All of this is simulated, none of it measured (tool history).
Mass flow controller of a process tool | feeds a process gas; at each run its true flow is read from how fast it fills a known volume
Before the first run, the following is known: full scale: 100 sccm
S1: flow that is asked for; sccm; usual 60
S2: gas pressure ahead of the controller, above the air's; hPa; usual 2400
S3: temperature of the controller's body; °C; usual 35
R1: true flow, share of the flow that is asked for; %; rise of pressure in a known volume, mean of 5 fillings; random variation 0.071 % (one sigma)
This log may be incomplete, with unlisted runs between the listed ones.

run	hour	S1	S2	S3	R1
1	0.0	60	2400	35	96.20
2	281.0	25	2400	35	93.31
3	603.2	77	2400	35	96.89
4	882.4	77	2400	35	96.72
5	1259.3	77	2400	35	96.65
6	1538.8	60	2400	35	95.74
7	1928.6	60	2400	35	95.70
8	2301.7	60	2400	35	95.53
9	2845.7	14	2400	35	88.98
10	3292.9	14	2400	35	88.92
# hour 3477.7: controller's zero set anew
11	3567.4	60	2400	28	96.25
12	3889.9	33	1880	21	94.23
13	4385.0	33	1880	21	94.14
14	4925.9	11	2570	21	93.24
15	5443.5	11	2570	21	92.80

Branching from run 15: 3 alternative next runs. What would each branch give?
A	5992.0	56	1690	36	?
B	5992.0	47	2700	33	?
C	5992.0	34	2620	35	?

run	R1
A	95.47
B	95.70
C	95.36
What these runs would have given with no unlogged condition in the tool:
run	R1
A	99.42
B	99.70
C	99.49
